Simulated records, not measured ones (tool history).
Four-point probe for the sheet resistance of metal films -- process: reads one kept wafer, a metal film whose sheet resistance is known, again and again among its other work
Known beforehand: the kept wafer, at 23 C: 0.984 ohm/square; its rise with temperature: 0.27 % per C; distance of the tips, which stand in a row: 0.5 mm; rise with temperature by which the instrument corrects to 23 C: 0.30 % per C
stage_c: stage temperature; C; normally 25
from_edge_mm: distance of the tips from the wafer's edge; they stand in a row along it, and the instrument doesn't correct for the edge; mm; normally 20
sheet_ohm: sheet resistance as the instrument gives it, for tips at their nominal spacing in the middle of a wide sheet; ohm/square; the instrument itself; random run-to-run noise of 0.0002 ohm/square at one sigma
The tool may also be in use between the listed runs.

run    hour  stage_c  from_edge_mm  sheet_ohm
  1       0       25            20    0.98466
  2    19.4       25            20   0.985012
  3    53.3       25            20   0.985002
  4    86.8       31            20   0.982958
  5   113.5       31            31   0.982779
  6   127.6       25             7   0.986873
  7   142.9       25            20   0.984776
  8   163.1       25            69   0.984352
  9   185.2       25            69    0.98463
 10   218.2       25            20   0.984862
 11   247.2       25            10   0.985512
 12   274.7       25            10   0.986268
 13   299.4       25            10   0.985815
 14   326.2       25            10   0.986437
 15   352.4       25            20   0.985048
 16   385.7       25            20   0.985114
 17   409.5       25            20   0.984942
 18   437.9       25            20   0.985106
 19   468.3       25            20   0.985186
 20   490.8       25            20   0.984901
 21   509.9       25            20   0.985131
 22   527.5       25            20   0.985102
 23   555.7       25            20   0.985463
 24   581.2       25            20   0.985271
 25   614.3       33             5   0.987723
 26   646.6       25            35   0.984919
 27   680.2       32             5   0.988351
 28   706.6       32             5   0.988297
 29   730.1       32             5   0.988271
 30   748.7       25             7    0.98782
 31   776.9       21             9   0.988096
 32   795.8       20             6   0.990434
 33   827.5       20             6   0.990391
 34     848       25            45   0.985092
 35   863.5       25             4   0.993529
 36   879.9       18            37   0.987443
 37   898.5       26            20   0.985486
 38   917.6       21            20   0.986689
 39   944.6       21            20   0.986887
 40   974.3       21            14   0.987211
 41  1005.8       21            14   0.987277
 42  1022.6       18            23   0.987787
 43  1043.7       34            57   0.982865
 44  1069.9       30             6   0.987532
 45  1096.9       30             6   0.987457

Below are 4 alternative next runs, each starting from the tool's condition after run 45. Predict each:
  A  1127.7       30            75          ?
  B  1127.7       34             8          ?
  C  1127.7       26            31          ?
  D  1127.7       24             6          ?

run  sheet_ohm
  A    0.98392
  B   0.984977
  C   0.985299
  D   0.989193
Without the tool's hidden state the same runs would have given:
run  sheet_ohm
  A   0.981895
  B   0.982956
  C   0.983265
  D   0.987148

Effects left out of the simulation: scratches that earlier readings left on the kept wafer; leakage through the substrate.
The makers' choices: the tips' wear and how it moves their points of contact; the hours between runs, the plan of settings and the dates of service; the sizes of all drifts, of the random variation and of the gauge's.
